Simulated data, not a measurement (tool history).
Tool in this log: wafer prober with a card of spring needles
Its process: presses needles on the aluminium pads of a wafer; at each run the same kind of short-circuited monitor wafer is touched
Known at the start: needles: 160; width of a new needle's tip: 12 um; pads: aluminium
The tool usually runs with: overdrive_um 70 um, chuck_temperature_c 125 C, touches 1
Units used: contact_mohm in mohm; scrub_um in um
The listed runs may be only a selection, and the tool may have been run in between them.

run    hour  overdrive_um  chuck_temperature_c  touches  contact_mohm  scrub_um
  1       0            70                  125        1           217     10.35
       11.3  -- tips cleaned on abrasive film
  2    28.6            70                  125        2           216     10.35
       32.2  -- tips cleaned on abrasive film
       54.3  -- tips cleaned on abrasive film
       74.8  -- tips cleaned on abrasive film
  3    76.5            70                  125        2           212     10.33
       94.4  -- tips cleaned on abrasive film
      116.4  -- tips cleaned on abrasive film
  4   125.3            70                  125        2           210     10.38
      137.4  -- tips cleaned on abrasive film
      141.2  -- height of the first contact set anew
  5   152.2            70                  125        2           215     10.36
      156.8  -- tips cleaned on abrasive film
      175.1  -- tips cleaned on abrasive film
  6   186.5            70                  125        2           213     10.39
      196.5  -- tips cleaned on abrasive film
      216.7  -- tips cleaned on abrasive film
      237.7  -- tips cleaned on abrasive film
  7   239.9            70                  125        1           213     10.38
      255.7  -- tips cleaned on abrasive film
        275  -- tips cleaned on abrasive film
  8   287.3            70                  125        1           211      10.4
      293.6  -- tips cleaned on abrasive film
      311.6  -- tips cleaned on abrasive film
  9   316.2            70                  125        1           213     10.37
      331.7  -- tips cleaned on abrasive film
      349.6  -- tips cleaned on abrasive film
 10   364.3            70                  125        1           214     10.42
      370.8  -- tips cleaned on abrasive film
      392.3  -- tips cleaned on abrasive film
 11   408.7            70                  125        1           215     10.41
      412.7  -- tips cleaned on abrasive film
      432.8  -- tips cleaned on abrasive film
 12   432.8            70                  125        1           210     10.39
      453.2  -- tips cleaned on abrasive film
 13   458.4            70                  125        1           211     10.39
      473.6  -- tips cleaned on abrasive film
      495.5  -- tips cleaned on abrasive film
 14   503.2            70                  125        1           212     10.36
      515.3  -- tips cleaned on abrasive film
        534  -- tips cleaned on abrasive film
      534.3  -- height of the first contact set anew
 15   538.9            54                  125        1           215      7.99
      556.5  -- tips cleaned on abrasive film
      578.2  -- tips cleaned on abrasive film
 16   581.5            54                  125        1           218      7.99
      599.4  -- tips cleaned on abrasive film
      619.8  -- tips cleaned on abrasive film
 17   622.2            54                  125        1           218      7.98
        639  -- tips cleaned on abrasive film
      658.9  -- tips cleaned on abrasive film
 18   668.3            67                  125        1           215      9.91
      678.6  -- tips cleaned on abrasive film
      697.1  -- tips cleaned on abrasive film
 19   710.1            67                  125        1           219      9.92
      716.9  -- tips cleaned on abrasive film
 20   734.5            70                   58        2           199     10.37
        737  -- tips cleaned on abrasive film
        757  -- tips cleaned on abrasive film
      775.2  -- tips cleaned on abrasive film
 21   775.7            89                   98        3           208     13.19
        796  -- tips cleaned on abrasive film
      815.8  -- tips cleaned on abrasive film
 22   817.2            89                  118        2           217     13.17
      835.6  -- tips cleaned on abrasive film
      855.8  -- tips cleaned on abrasive film
 23     858            74                   46        2           196        11
      874.5  -- tips cleaned on abrasive film
      894.6  -- tips cleaned on abrasive film
 24     904            52                  106        1           213      7.72
      915.5  -- tips cleaned on abrasive film
      929.1  -- height of the first contact set anew
      936.5  -- tips cleaned on abrasive film
 25   946.6            69                   37        3           196     10.23
      954.7  -- tips cleaned on abrasive film
 26   969.8            69                   37        3           193     10.25
      973.3  -- tips cleaned on abrasive film
      995.4  -- tips cleaned on abrasive film
 27   999.9            69                   37        3           196     10.22
     1015.3  -- tips cleaned on abrasive film
     1033.3  -- tips cleaned on abrasive film
 28  1033.3            79                   93        3           207     11.73
     1054.3  -- tips cleaned on abrasive film
     1075.3  -- tips cleaned on abrasive film
 29  1086.1            82                   57        1           198     12.15

Here are 3 independent what-if runs from the current tool condition. What would each one return?
     1094.1  -- tips cleaned on abrasive film
     1113.2  -- tips cleaned on abrasive film
  A  1127.3            82                   52        1             ?         ?
     1094.1  -- tips cleaned on abrasive film
     1113.2  -- tips cleaned on abrasive film
  B  1127.3            90                   26        2             ?         ?
     1094.1  -- tips cleaned on abrasive film
     1113.2  -- tips cleaned on abrasive film
  C  1127.3            70                   41        1             ?         ?

run  contact_mohm  scrub_um
  A           197     12.16
  B           193     13.36
  C           196     10.36
With no hidden state in the tool, these same runs would have given:
run  contact_mohm  scrub_um
  A           197     12.16
  B           192     13.36
  C           195     10.36
